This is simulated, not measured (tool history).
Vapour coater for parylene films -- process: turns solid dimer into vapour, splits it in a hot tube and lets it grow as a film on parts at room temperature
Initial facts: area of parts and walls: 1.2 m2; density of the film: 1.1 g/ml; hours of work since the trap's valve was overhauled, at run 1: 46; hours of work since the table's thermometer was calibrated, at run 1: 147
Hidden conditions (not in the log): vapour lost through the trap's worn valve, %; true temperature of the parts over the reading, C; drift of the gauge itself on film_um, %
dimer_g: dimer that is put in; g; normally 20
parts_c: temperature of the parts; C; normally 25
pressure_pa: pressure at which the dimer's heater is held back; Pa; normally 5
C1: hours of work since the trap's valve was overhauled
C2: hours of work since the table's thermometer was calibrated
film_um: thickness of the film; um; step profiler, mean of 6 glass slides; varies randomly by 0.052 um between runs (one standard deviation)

Run 1, hour 0: usual settings; C1 46; C2 147. Result: film_um 7.43 um.
Run 2, hour 16: usual settings; C1 58; C2 159. Result: film_um 7.45 um.
Run 3, hour 32.3: usual settings; C1 70; C2 171. Result: film_um 7.52 um.
Run 4, hour 49.5: usual settings but parts_c 18 C; C1 82; C2 184. Result: film_um 9.17 um.
Run 5, hour 60.8: usual settings but parts_c 27 C; C1 91; C2 192. Result: film_um 7.08 um.
Run 6, hour 72.8: usual settings; C1 99; C2 201. Result: film_um 7.33 um.
Run 7, hour 89.8: usual settings but dimer_g 16 g; C1 112; C2 214. Result: film_um 5.93 um.
Run 8, hour 104.1: usual settings but dimer_g 26 g; C1 122; C2 224. Result: film_um 9.61 um.
Run 9, hour 112.2: usual settings but dimer_g 26 g; C1 128; C2 230. Result: film_um 9.48 um.
Run 10, hour 120.8: usual settings but dimer_g 26 g, parts_c 20 C; C1 135; C2 236. Result: film_um 11.1 um.
Run 11, hour 135.8: usual settings but dimer_g 26 g, parts_c 20 C; C1 146; C2 248. Result: film_um 11.04 um.
Run 12, hour 150.1: usual settings but dimer_g 26 g, parts_c 20 C; C1 156; C2 258. Result: film_um 11 um.
Run 13, hour 165.8: usual settings but pressure_pa 2.19 Pa; C1 168; C2 270. Result: film_um 7.67 um.
Run 14, hour 177: usual settings but pressure_pa 4.44 Pa; C1 176; C2 278. Result: film_um 7.3 um.
Run 15, hour 195.3: usual settings but pressure_pa 4.44 Pa; C1 190; C2 291. Result: film_um 7.19 um.
Run 16, hour 207.8: usual settings; C1 199; C2 301. Result: film_um 7.24 um.
Run 17, hour 226: usual settings; C1 212; C2 314. Result: film_um 7.19 um.
Run 18, hour 236.8: usual settings; C1 220; C2 322. Result: film_um 7.2 um.
Run 19, hour 250.7: usual settings but pressure_pa 9.7 Pa; C1 231; C2 332. Result: film_um 6.85 um.
Run 20, hour 262.4: usual settings but dimer_g 17 g; C1 239; C2 341. Result: film_um 6.1 um.
Run 21, hour 273.5: usual settings but dimer_g 17 g; C1 247; C2 349. Result: film_um 6.06 um.
Run 22, hour 291: usual settings but dimer_g 22 g; C1 260; C2 362. Result: film_um 7.86 um.
Run 23, hour 308.6: usual settings but dimer_g 10 g, parts_c 19 C, pressure_pa 7.35 Pa; C1 273; C2 375. Result: film_um 4.09 um.
Run 24, hour 320.4: usual settings but dimer_g 10 g, parts_c 19 C, pressure_pa 7.35 Pa; C1 282; C2 383. Result: film_um 4.11 um.
Run 25, hour 333.7: usual settings but dimer_g 16 g, parts_c 26 C, pressure_pa 7.24 Pa; C1 292; C2 393. Result: film_um 5.34 um.
Run 26, hour 351.1: usual settings but dimer_g 10 g, parts_c 24 C, pressure_pa 10.68 Pa; C1 304; C2 406. Result: film_um 3.39 um.
Run 27, hour 363.6: usual settings but dimer_g 23 g, parts_c 33 C; C1 314; C2 415. Result: film_um 6.4 um.
Run 28, hour 381.4: usual settings but pressure_pa 2.37 Pa; C1 327; C2 428. Result: film_um 7.42 um.
Run 29, hour 389.5: usual settings but dimer_g 13 g, parts_c 17 C, pressure_pa 2.37 Pa; C1 333; C2 434. Result: film_um 6.05 um.
Run 30, hour 407.5: usual settings but dimer_g 13 g, parts_c 17 C, pressure_pa 2.37 Pa; C1 346; C2 448. Result: film_um 5.92 um.
Run 31, hour 426: usual settings but dimer_g 29 g, pressure_pa 3.51 Pa; C1 360; C2 461. Result: film_um 10.28 um.
Run 32, hour 435.2: usual settings but dimer_g 9 g, pressure_pa 7.29 Pa; C1 366; C2 468. Result: film_um 3.02 um.
Run 33, hour 448.6: usual settings but dimer_g 9 g, parts_c 23 C, pressure_pa 3.17 Pa; C1 376; C2 478. Result: film_um 3.38 um.
Run 34, hour 457.2: usual settings but dimer_g 9 g, parts_c 23 C, pressure_pa 3.17 Pa; C1 383; C2 484. Result: film_um 3.43 um.
Run 35, hour 470.1: usual settings but dimer_g 11 g, parts_c 30 C, pressure_pa 7.85 Pa; C1 392; C2 494. Result: film_um 3.12 um.
Run 36, hour 483.9: usual settings but dimer_g 11 g, parts_c 30 C, pressure_pa 7.85 Pa; C1 402; C2 504. Result: film_um 3.16 um.
Run 37, hour 500: usual settings but dimer_g 17 g, pressure_pa 7.02 Pa; C1 414; C2 516. Result: film_um 5.72 um.
At hour 517.6: trap's valve overhauled.
Run 38, hour 519.3: usual settings but dimer_g 31 g, parts_c 21 C, pressure_pa 3.35 Pa; C1 1; C2 527. Result: film_um 13.48 um.
Run 39, hour 533.2: usual settings but dimer_g 31 g, parts_c 21 C, pressure_pa 3.35 Pa; C1 11; C2 537. Result: film_um 13.54 um.
Run 40, hour 545.5: usual settings but pressure_pa 2.55 Pa; C1 21; C2 546. Result: film_um 7.81 um.
Run 41, hour 553.7: usual settings but pressure_pa 2.55 Pa; C1 27; C2 552. Result: film_um 7.85 um.

Measured minus without-hidden-state, run by run (identical run-to-run variation in each term; gauge scatter may differ):
run  film_um
  1    -0.12
  2    -0.14
  3    -0.17
  4    -0.23
  5    -0.19
  6    -0.22
  7    -0.19
  8    -0.35
  9    -0.35
 10    -0.43
 11    -0.46
 12    -0.49
 13    -0.36
 14    -0.36
 15    -0.38
 16    -0.39
 17    -0.42
 18    -0.44
 19    -0.43
 20    -0.39
 21    -0.41
 22    -0.56
 23     -0.3
 24    -0.32
 25    -0.43
 26    -0.28
 27    -0.55
 28    -0.66
 29    -0.55
 30    -0.57
 31    -1.01
 32    -0.31
 33    -0.35
 34    -0.36
 35    -0.34
 36    -0.35
 37    -0.65
 38    -0.15
 39    -0.19
 40    -0.12
 41    -0.14

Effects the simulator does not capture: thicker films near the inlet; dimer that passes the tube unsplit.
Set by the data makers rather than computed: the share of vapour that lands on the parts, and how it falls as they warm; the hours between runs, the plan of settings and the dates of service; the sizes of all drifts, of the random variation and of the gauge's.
